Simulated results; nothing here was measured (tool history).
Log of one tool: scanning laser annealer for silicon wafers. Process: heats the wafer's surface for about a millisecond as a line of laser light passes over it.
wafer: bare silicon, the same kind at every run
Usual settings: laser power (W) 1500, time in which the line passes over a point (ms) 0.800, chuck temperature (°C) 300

| run | day | laser power (W) | time in which the line passes over a point (ms) | chuck temperature (°C) | highest temperature of the surface (°C) |
|---|---|---|---|---|---|
| 1 | 0.000 | 1500 | 0.800 | 300 | 1026 |
| 2 | 0.946 | 1500 | 0.975 | 300 | 1102 |
| 3 | 2.146 | 1500 | 0.975 | 300 | 1098 |
| 4 | 3.021 | 1500 | 0.975 | 300 | 1098 |
| 5 | 4.675 | 1500 | 0.975 | 300 | 1099 |
| 6 | 5.846 | 1389 | 0.975 | 300 | 1020 |
| 7 | 6.892 | 1389 | 0.975 | 300 | 1021 |
| 8 | 8.192 | 1392 | 0.713 | 300 | 915 |
| 9 | 8.867 | 1555 | 0.800 | 302 | 1055 |
| 10 | 9.679 | 1376 | 0.669 | 276 | 859 |

4 ways to go on from here, each from the tool as it stands after run 10. What would each give?
| A | 10.562 | 1376 | 0.719 | 276 | ? |
| B | 10.562 | 1523 | 0.801 | 278 | ? |
| C | 10.562 | 1331 | 0.856 | 287 | ? |
| D | 10.562 | 1279 | 0.777 | 314 | ? |

| run | highest temperature of the surface (°C) |
|---|---|
| A | 882 |
| B | 1010 |
| C | 922 |
| D | 884 |
Without the tool's hidden state the same runs would have given:
| run | highest temperature of the surface (°C) |
|---|---|
| A | 908 |
| B | 1040 |
| C | 948 |
| D | 907 |
